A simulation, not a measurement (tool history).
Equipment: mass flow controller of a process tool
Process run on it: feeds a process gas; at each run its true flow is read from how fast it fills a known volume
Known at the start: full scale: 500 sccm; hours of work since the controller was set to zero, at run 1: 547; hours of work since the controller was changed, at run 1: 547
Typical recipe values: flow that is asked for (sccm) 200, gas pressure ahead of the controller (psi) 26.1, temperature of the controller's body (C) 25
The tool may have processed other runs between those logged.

run,day,flow that is asked for (sccm),gas pressure ahead of the controller (psi),temperature of the controller's body (C),hours of work since the controller was set to zero,hours of work since the controller was changed,true flow (%)
1,0.000,200,26.1,25,547,547,99.51
2,7.542,200,35.0,25,648,648,99.49
3,11.788,200,26.1,25,704,704,99.84
4,17.025,200,26.1,25,774,774,99.90
5,21.571,200,26.1,25,835,835,99.88
6,29.567,200,26.1,25,942,942,100.00
7,36.454,200,26.1,25,1034,1034,100.25
8,40.483,200,26.1,33,1088,1088,101.05
9,47.221,200,26.1,33,1178,1178,101.25
10,52.958,281,26.1,25,1255,1255,100.58
11,56.438,281,26.1,25,1302,1302,100.79
12,64.346,281,26.1,25,1407,1407,100.77
13,70.304,281,26.1,25,1487,1487,101.02
14,77.650,281,26.1,25,1585,1585,101.00
15,83.908,281,26.1,25,1669,1669,101.18
16,88.238,200,26.1,25,1727,1727,101.22
17,95.000,81,39.5,24,1817,1817,100.45
18,100.662,81,39.5,24,1893,1893,100.55
19,105.200,208,33.2,22,1954,1954,100.94
20,110.562,244,21.0,22,2026,2026,101.53
# day 113.425: gauge calibrated
21,119.025,382,27.0,32,2139,2139,100.59
22,124.829,200,32.3,39,2216,2216,100.93

Estimate the outcome of run 23 from the log above:
23,128.767,82,32.6,24,2269,2269,?

true flow (%): 99.35
Take away the tool's hidden state, keep the run-to-run variation as it was, and the same run would have given true flow (%) 99.06.
